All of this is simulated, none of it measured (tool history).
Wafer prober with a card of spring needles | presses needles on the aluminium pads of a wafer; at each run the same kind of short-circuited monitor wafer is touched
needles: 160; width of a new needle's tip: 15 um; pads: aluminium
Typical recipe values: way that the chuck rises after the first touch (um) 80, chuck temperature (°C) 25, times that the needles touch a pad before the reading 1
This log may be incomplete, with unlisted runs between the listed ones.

run,hour,way that the chuck rises after the first touch (um),chuck temperature (°C),times that the needles touch a pad before the reading,resistance of one needle with its contact and lead (mohm),way that a needle slides on the pad (um)
1,0.0,80,25,1,282,14.02
# hour 2.6: tips cleaned on abrasive film
# hour 14.9: tips cleaned on abrasive film
# hour 27.3: tips cleaned on abrasive film
# hour 38.6: tips cleaned on abrasive film
2,38.6,80,25,2,178,13.71
# hour 51.0: tips cleaned on abrasive film
# hour 63.3: tips cleaned on abrasive film
3,69.6,80,25,1,274,13.83
# hour 74.6: tips cleaned on abrasive film
# hour 87.0: tips cleaned on abrasive film
4,96.3,80,25,1,291,13.70
# hour 98.9: tips cleaned on abrasive film
# hour 111.3: tips cleaned on abrasive film
# hour 123.6: tips cleaned on abrasive film
# hour 133.9: tips cleaned on abrasive film
5,133.9,80,25,1,185,13.52
# hour 141.6: height of the first contact set anew
# hour 144.2: tips cleaned on abrasive film
# hour 156.6: tips cleaned on abrasive film
# hour 168.6: tips cleaned on abrasive film
# hour 178.6: tips cleaned on abrasive film, once more
6,187.1,80,43,2,235,14.43
# hour 189.7: tips cleaned on abrasive film
# hour 202.2: tips cleaned on abrasive film
# hour 212.2: tips cleaned on abrasive film
# hour 224.6: tips cleaned on abrasive film
7,225.0,89,25,1,191,16.13
# hour 235.0: tips cleaned on abrasive film
# hour 247.4: tips cleaned on abrasive film
8,254.3,89,25,1,253,16.05

Run 9, settings as shown, results not yet in. Your forecast:
# hour 259.4: tips cleaned on abrasive film
# hour 271.8: tips cleaned on abrasive film
# hour 281.8: tips cleaned on abrasive film
9,289.2,89,25,1,?,?

{"run 9": {"resistance of one needle with its contact and lead (mohm)": 257, "way that a needle slides on the pad (um)": 15.85}}
Minus the tool's unlogged condition, the same run would have read resistance of one needle with its contact and lead (mohm) 166, way that a needle slides on the pad (um) 16.13.
